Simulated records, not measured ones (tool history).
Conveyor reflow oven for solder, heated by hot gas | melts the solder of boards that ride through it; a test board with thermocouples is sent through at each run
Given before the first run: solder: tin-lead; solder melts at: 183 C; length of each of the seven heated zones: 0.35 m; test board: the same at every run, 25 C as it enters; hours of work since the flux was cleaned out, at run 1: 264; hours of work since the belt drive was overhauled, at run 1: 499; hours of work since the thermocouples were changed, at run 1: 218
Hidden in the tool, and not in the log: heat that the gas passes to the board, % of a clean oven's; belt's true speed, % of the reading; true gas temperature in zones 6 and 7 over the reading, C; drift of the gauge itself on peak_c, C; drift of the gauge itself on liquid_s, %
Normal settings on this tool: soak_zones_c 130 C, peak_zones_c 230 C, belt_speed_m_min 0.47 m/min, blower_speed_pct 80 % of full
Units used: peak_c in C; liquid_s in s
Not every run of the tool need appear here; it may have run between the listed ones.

run	hour	soak_zones_c	peak_zones_c	belt_speed_m_min	blower_speed_pct	hours of work since the flux was cleaned out	hours of work since the belt drive was overhauled	hours of work since the thermocouples were changed	peak_c	liquid_s
1	0	130	230	0.47	80	264	499	218	213.2	60.8
2	15	130	230	0.47	80	272	506	225	213.7	60.6
3	32.3	130	230	0.47	80	280	515	234	213.3	60.6
4	49.5	130	230	0.47	80	289	523	242	213.1	60.7
# hour 54.2: belt drive overhauled, speed set with a stopwatch
5	62.3	130	230	0.47	80	293	4	247	214	61
6	71.7	130	230	0.47	80	298	9	251	213.8	60.9
7	86.8	130	236	0.504	80	305	16	259	216.4	59
8	97.4	130	244	0.47	51	311	21	264	220.7	67.3
9	115.1	130	244	0.47	51	319	30	273	220.8	67.5
10	122.8	126	238	0.47	50	323	34	277	214.5	59.6
# hour 138.5: belt drive overhauled, speed set with a stopwatch, once more
11	140.6	130	233	0.452	52	330	1	283	212.3	60.5

How the hidden state differs across the entries between the runs, from the last listed run before each to the first after it:
Runs 4 to 5: belt drive overhauled, speed set with a stopwatch (hour 54.2)
  heat that the gas passes to the board, % of a clean oven's: 89.9 -> 89.7; belt's true speed, % of the reading: 99.16 -> 98.78; true gas temperature in zones 6 and 7 over the reading, C: 1.13 -> 1.15
  measured result minus the result with no hidden state, peak_c: -1.4 -> -1.2 C; liquid_s: -1.4 -> -1.2 s
Runs 10 to 11: belt drive overhauled, speed set with a stopwatch, once more (hour 138.5)
  heat that the gas passes to the board, % of a clean oven's: 88.7 -> 88.5; belt's true speed, % of the reading: 98.72 -> 99.86; true gas temperature in zones 6 and 7 over the reading, C: 1.25 -> 1.27
  measured result minus the result with no hidden state, peak_c: -1.2 -> -1.4 C; liquid_s: -0.8 -> -2.2 s
